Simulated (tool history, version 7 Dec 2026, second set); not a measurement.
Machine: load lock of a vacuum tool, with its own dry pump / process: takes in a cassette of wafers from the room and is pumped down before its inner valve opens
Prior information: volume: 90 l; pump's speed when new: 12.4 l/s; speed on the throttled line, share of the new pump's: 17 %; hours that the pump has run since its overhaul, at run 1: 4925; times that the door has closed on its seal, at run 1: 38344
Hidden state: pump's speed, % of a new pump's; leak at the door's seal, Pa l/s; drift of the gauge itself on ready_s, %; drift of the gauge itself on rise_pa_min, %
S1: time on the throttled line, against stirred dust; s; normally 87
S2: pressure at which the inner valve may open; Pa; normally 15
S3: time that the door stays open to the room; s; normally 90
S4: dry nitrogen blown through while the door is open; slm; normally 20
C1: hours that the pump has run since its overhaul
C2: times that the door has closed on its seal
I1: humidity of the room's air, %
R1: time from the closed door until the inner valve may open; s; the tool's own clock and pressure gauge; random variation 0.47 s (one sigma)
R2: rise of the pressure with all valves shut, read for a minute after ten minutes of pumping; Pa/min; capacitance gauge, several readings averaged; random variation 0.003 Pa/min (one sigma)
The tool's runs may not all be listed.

{"run": 1, "day": 0.0, "S1": 87, "S2": 15, "S3": 90, "S4": 20, "C1": 4925, "C2": 38344, "I1": 44.4, "R1": 138.0, "R2": 0.258}
{"run": 2, "day": 5.292, "S1": 87, "S2": 15, "S3": 90, "S4": 20, "C1": 5052, "C2": 38796, "I1": 47.7, "R1": 138.0, "R2": 0.256}
{"run": 3, "day": 9.925, "S1": 87, "S2": 15, "S3": 90, "S4": 20, "C1": 5164, "C2": 39192, "I1": 43.6, "R1": 138.5, "R2": 0.259}
{"run": 4, "day": 16.146, "S1": 87, "S2": 18, "S3": 90, "S4": 20, "C1": 5313, "C2": 39724, "I1": 43.9, "R1": 137.2, "R2": 0.269}
{"run": 5, "day": 19.008, "S1": 87, "S2": 15, "S3": 90, "S4": 20, "C1": 5382, "C2": 39969, "I1": 46.6, "R1": 139.1, "R2": 0.265}
{"run": 6, "day": 21.871, "S1": 87, "S2": 15, "S3": 90, "S4": 20, "C1": 5450, "C2": 40213, "I1": 46.9, "R1": 137.9, "R2": 0.272}
{"run": 7, "day": 24.938, "S1": 87, "S2": 15, "S3": 31, "S4": 20, "C1": 5524, "C2": 40475, "I1": 44.4, "R1": 138.5, "R2": 0.258}
{"run": 8, "day": 30.3, "S1": 87, "S2": 18, "S3": 90, "S4": 20, "C1": 5653, "C2": 40933, "I1": 47.8, "R1": 137.2, "R2": 0.281}
{"run": 9, "day": 34.05, "S1": 87, "S2": 15, "S3": 90, "S4": 20, "C1": 5743, "C2": 41254, "I1": 44.2, "R1": 138.7, "R2": 0.274}
{"run": 10, "day": 39.929, "S1": 87, "S2": 15, "S3": 90, "S4": 20, "C1": 5884, "C2": 41756, "I1": 45.1, "R1": 138.6, "R2": 0.281}
{"run": 11, "day": 45.183, "S1": 87, "S2": 15, "S3": 90, "S4": 20, "C1": 6010, "C2": 42205, "I1": 47.5, "R1": 138.6, "R2": 0.289}
{"run": 12, "day": 51.296, "S1": 87, "S2": 15, "S3": 90, "S4": 20, "C1": 6156, "C2": 42728, "I1": 45.5, "R1": 138.7, "R2": 0.293}
{"run": 13, "day": 58.167, "S1": 87, "S2": 15, "S3": 90, "S4": 20, "C1": 6321, "C2": 43315, "I1": 45.5, "R1": 139.4, "R2": 0.302}
{"run": 14, "day": 61.746, "S1": 87, "S2": 15, "S3": 90, "S4": 20, "C1": 6407, "C2": 43621, "I1": 42.6, "R1": 139.2, "R2": 0.309}
{"run": 15, "day": 66.846, "S1": 87, "S2": 15, "S3": 90, "S4": 20, "C1": 6530, "C2": 44056, "I1": 46.4, "R1": 140.3, "R2": 0.312}
{"run": 16, "day": 72.429, "S1": 87, "S2": 15, "S3": 90, "S4": 20, "C1": 6664, "C2": 44534, "I1": 47.8, "R1": 139.7, "R2": 0.319}
{"run": 17, "day": 76.012, "S1": 87, "S2": 15, "S3": 90, "S4": 20, "C1": 6750, "C2": 44840, "I1": 45.5, "R1": 138.2, "R2": 0.322}
{"run": 18, "day": 80.779, "S1": 87, "S2": 15, "S3": 52, "S4": 20, "C1": 6864, "C2": 45247, "I1": 43.0, "R1": 139.8, "R2": 0.314}
{"run": 19, "day": 86.558, "S1": 87, "S2": 15, "S3": 52, "S4": 20, "C1": 7003, "C2": 45741, "I1": 44.8, "R1": 139.1, "R2": 0.321}
{"run": 20, "day": 91.325, "S1": 134, "S2": 17, "S3": 53, "S4": 9, "C1": 7117, "C2": 46148, "I1": 44.2, "R1": 177.1, "R2": 0.333}
{"run": 21, "day": 96.538, "S1": 87, "S2": 13, "S3": 90, "S4": 17, "C1": 7242, "C2": 46594, "I1": 45.1, "R1": 140.8, "R2": 0.338}
{"run": 22, "day": 101.746, "S1": 148, "S2": 12, "S3": 114, "S4": 24, "C1": 7367, "C2": 47039, "I1": 47.7, "R1": 191.1, "R2": 0.353}
{"run": 23, "day": 105.8, "S1": 93, "S2": 28, "S3": 51, "S4": 4, "C1": 7465, "C2": 47385, "I1": 49.0, "R1": 139.2, "R2": 0.352}
{"run": 24, "day": 111.175, "S1": 93, "S2": 28, "S3": 51, "S4": 4, "C1": 7594, "C2": 47845, "I1": 49.0, "R1": 139.6, "R2": 0.375}
{"run": 25, "day": 116.85, "S1": 87, "S2": 15, "S3": 29, "S4": 7, "C1": 7730, "C2": 48330, "I1": 44.9, "R1": 139.2, "R2": 0.355}
{"run": 26, "day": 122.104, "S1": 85, "S2": 15, "S3": 180, "S4": 7, "C1": 7856, "C2": 48778, "I1": 43.8, "R1": 138.4, "R2": 0.396}
{"run": 27, "day": 126.788, "S1": 62, "S2": 15, "S3": 27, "S4": 7, "C1": 7968, "C2": 49179, "I1": 45.0, "R1": 119.2, "R2": 0.373}
{"run": 28, "day": 130.325, "S1": 87, "S2": 15, "S3": 53, "S4": 20, "C1": 8053, "C2": 49481, "I1": 47.3, "R1": 140.7, "R2": 0.367}
{"run": 29, "day": 137.296, "S1": 87, "S2": 15, "S3": 53, "S4": 4, "C1": 8220, "C2": 50077, "I1": 44.5, "R1": 140.5, "R2": 0.386}
{"run": 30, "day": 144.054, "S1": 87, "S2": 15, "S3": 53, "S4": 4, "C1": 8383, "C2": 50654, "I1": 46.8, "R1": 138.9, "R2": 0.394}
{"run": 31, "day": 146.996, "S1": 81, "S2": 15, "S3": 220, "S4": 20, "C1": 8453, "C2": 50906, "I1": 46.8, "R1": 135.3, "R2": 0.404}
{"run": 32, "day": 149.996, "S1": 71, "S2": 14, "S3": 69, "S4": 5, "C1": 8525, "C2": 51162, "I1": 44.8, "R1": 128.1, "R2": 0.399}
{"run": 33, "day": 153.896, "S1": 71, "S2": 14, "S3": 69, "S4": 5, "C1": 8619, "C2": 51495, "I1": 46.8, "R1": 128.0, "R2": 0.41}
{"run": 34, "day": 156.933, "S1": 61, "S2": 12, "S3": 90, "S4": 5, "C1": 8692, "C2": 51755, "I1": 45.3, "R1": 121.5, "R2": 0.425}
{"run": 35, "day": 160.479, "S1": 58, "S2": 23, "S3": 25, "S4": 5, "C1": 8777, "C2": 52058, "I1": 45.9, "R1": 113.1, "R2": 0.406}
{"run": 36, "day": 166.417, "S1": 58, "S2": 23, "S3": 25, "S4": 5, "C1": 8919, "C2": 52565, "I1": 44.5, "R1": 113.3, "R2": 0.411}
{"run": 37, "day": 172.204, "S1": 58, "S2": 11, "S3": 25, "S4": 5, "C1": 9058, "C2": 53060, "I1": 45.1, "R1": 119.7, "R2": 0.416}
{"run": 38, "day": 175.221, "S1": 58, "S2": 11, "S3": 25, "S4": 5, "C1": 9131, "C2": 53318, "I1": 45.4, "R1": 119.3, "R2": 0.423}

What if the next run were any one of these 3? Each begins from the tool's condition after run 38:
{"run": "A", "day": 181.217, "S1": 118, "S2": 11, "S3": 103, "S4": 5, "C1": 9275, "C2": 53830, "I1": 44.4, "R1": "?", "R2": "?"}
{"run": "B", "day": 181.217, "S1": 136, "S2": 11, "S3": 25, "S4": 5, "C1": 9275, "C2": 53830, "I1": 43.5, "R1": "?", "R2": "?"}
{"run": "C", "day": 181.217, "S1": 87, "S2": 15, "S3": 90, "S4": 5, "C1": 9275, "C2": 53830, "I1": 45.5, "R1": "?", "R2": "?"}

run=A R1=169.0 R2=0.447
run=B R1=181.5 R2=0.428
run=C R1=141.1 R2=0.444
Without the tool's hidden state the same runs would have given:
run=A R1=164.9 R2=0.053
run=B R1=177.6 R2=0.032
run=C R1=136.6 R2=0.048
